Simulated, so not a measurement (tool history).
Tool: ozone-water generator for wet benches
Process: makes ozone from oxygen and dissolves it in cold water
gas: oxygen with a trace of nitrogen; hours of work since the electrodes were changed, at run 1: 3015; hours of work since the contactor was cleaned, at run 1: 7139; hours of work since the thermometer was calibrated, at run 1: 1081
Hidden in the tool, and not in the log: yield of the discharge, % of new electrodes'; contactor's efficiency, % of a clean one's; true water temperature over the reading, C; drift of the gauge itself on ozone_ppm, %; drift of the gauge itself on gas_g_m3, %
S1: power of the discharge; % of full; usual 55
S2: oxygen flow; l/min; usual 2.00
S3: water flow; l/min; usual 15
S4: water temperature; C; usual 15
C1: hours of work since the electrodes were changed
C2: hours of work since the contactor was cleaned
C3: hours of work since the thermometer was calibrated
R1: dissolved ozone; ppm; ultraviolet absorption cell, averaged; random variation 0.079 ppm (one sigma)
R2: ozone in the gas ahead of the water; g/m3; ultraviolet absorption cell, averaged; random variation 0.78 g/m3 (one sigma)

run,hour,S1,S2,S3,S4,C1,C2,C3,R1,R2
1,0.0,55,2.00,15,15,3015,7139,1081,8.44,119.8
2,173.8,55,2.00,15,15,3130,7253,1195,8.64,117.6
3,262.8,55,2.00,15,15,3188,7312,1253,8.60,120.0
4,398.2,55,2.00,15,15,3277,7401,1342,8.58,120.7
5,598.6,55,2.00,15,15,3409,7532,1474,8.54,119.7
6,709.0,55,2.00,15,15,3481,7605,1546,8.40,120.3
7,821.9,55,2.00,15,15,3555,7679,1621,8.61,118.6
# hour 943.8: contactor cleaned
8,1011.7,55,2.00,20,15,3677,45,1743,6.25,120.1
9,1115.0,55,2.00,20,15,3745,112,1811,6.42,120.0
10,1313.4,48,2.00,15,15,3876,243,1941,7.64,107.4
11,1518.2,55,2.00,15,15,4010,377,2075,8.48,119.5
12,1651.6,55,2.00,15,15,4098,465,2163,8.52,119.3
13,1756.2,55,2.00,15,15,4166,534,2232,8.50,119.1
14,1941.5,55,2.00,13,9,4288,655,2353,10.36,120.1
15,2102.7,55,2.00,13,9,4394,761,2459,10.40,120.3
16,2209.1,55,2.00,9,22,4464,831,2529,12.45,119.4
17,2331.2,92,1.86,9,18,4544,911,2609,20.40,193.7
18,2442.9,92,2.78,9,9,4617,985,2683,21.86,145.3
19,2575.3,50,1.14,22,11,4704,1072,2770,4.83,162.4
20,2691.8,50,1.14,22,11,4781,1148,2846,4.89,160.9
21,2796.0,55,2.37,15,15,4849,1217,2915,8.52,106.5
22,2986.5,83,1.12,22,10,4975,1342,3040,7.33,250.9
23,3192.2,83,1.52,10,16,5110,1477,3175,17.16,202.8
24,3408.3,71,2.00,9,15,5252,1619,3317,16.87,147.8
# hour 3458.0: water thermometer calibrated
25,3609.2,71,2.00,9,15,5383,1751,99,16.84,148.4
26,3747.0,71,1.18,9,12,5474,1841,190,17.35,211.8

How the hidden state differs across the entries between the runs, from the last listed run before each to the first after it:
Between runs 7 and 8: contactor cleaned (hour 943.8)
  contactor's efficiency, % of a clean one's: 99.6 -> 100
Between runs 24 and 25: water thermometer calibrated (hour 3458.0)
  true water temperature over the reading, C: 0.01 -> 0
